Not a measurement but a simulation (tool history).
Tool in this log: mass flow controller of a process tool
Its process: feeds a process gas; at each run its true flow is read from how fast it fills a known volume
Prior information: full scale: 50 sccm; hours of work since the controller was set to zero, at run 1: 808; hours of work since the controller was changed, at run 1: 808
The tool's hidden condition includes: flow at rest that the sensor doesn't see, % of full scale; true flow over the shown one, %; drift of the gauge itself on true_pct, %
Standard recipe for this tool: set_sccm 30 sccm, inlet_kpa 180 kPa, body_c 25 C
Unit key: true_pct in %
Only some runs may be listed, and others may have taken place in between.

run,hour,set_sccm,inlet_kpa,body_c,hours of work since the controller was set to zero,hours of work since the controller was changed,true_pct
1,0.0,30,180,25,808,808,99.27
2,449.4,30,180,25,1056,1056,99.36
3,718.2,30,180,25,1205,1205,99.47
4,1097.6,30,180,25,1414,1414,99.31
5,1482.4,30,180,25,1627,1627,99.39
6,1875.9,30,180,25,1844,1844,99.37
7,2221.5,30,180,25,2035,2035,99.51
8,2691.5,30,180,25,2294,2294,99.51
9,3202.7,30,180,23,2577,2577,99.37
10,3646.0,30,180,25,2822,2822,99.34
11,4122.1,6,180,25,3085,3085,98.58
12,4631.2,11,180,25,3366,3366,98.73
13,4849.6,30,261,25,3486,3486,98.90
14,5219.7,30,261,25,3691,3691,98.89
15,5532.5,18,180,25,3863,3863,98.99
16,6041.9,18,180,25,4145,4145,98.99
17,6344.2,18,211,25,4312,4312,98.74
# hour 6605.0: controller's zero set anew
18,6747.8,17,180,25,79,4534,99.00
19,7007.0,17,180,25,222,4677,99.09
20,7350.6,17,180,25,412,4867,98.89
21,7801.8,17,180,25,661,5116,98.86
22,8259.8,50,180,26,914,5369,100.25
23,8604.2,50,180,38,1104,5559,101.26
24,9094.1,50,180,38,1374,5830,101.12
25,9501.6,30,253,39,1599,6055,100.27
26,9880.6,12,180,35,1809,6264,99.65
27,10112.8,5,180,29,1937,6392,98.81
28,10326.1,5,180,29,2055,6510,98.97
29,10729.8,30,255,39,2278,6733,100.13
30,11227.7,6,158,31,2553,7008,99.33
31,11620.1,7,158,32,2769,7225,99.34
32,11912.0,7,158,32,2931,7386,99.31
33,12313.2,7,158,32,3152,7607,99.09
34,12719.3,7,158,32,3376,7832,99.18
35,13222.7,15,245,32,3654,8110,99.17
36,13432.7,15,245,32,3770,8226,99.05
37,13742.8,30,198,25,3941,8397,99.16
38,14105.9,16,178,40,4142,8597,100.05
39,14429.4,30,178,38,4321,8776,100.55
# hour 14664.8: controller's zero set anew
40,14828.4,5,237,38,90,8996,99.27
41,15217.3,5,237,26,305,9211,98.42
42,15460.6,5,237,26,439,9345,98.22

Hidden condition of the tool, last listed run before each entry between runs versus first listed run after:
After run 17, before run 18: controller's zero set anew (hour 6605.0)
  flow at rest that the sensor doesn't see, % of full scale: 0.005 -> 0
After run 39, before run 40: controller's zero set anew (hour 14664.8)
  flow at rest that the sensor doesn't see, % of full scale: 0.005 -> 0

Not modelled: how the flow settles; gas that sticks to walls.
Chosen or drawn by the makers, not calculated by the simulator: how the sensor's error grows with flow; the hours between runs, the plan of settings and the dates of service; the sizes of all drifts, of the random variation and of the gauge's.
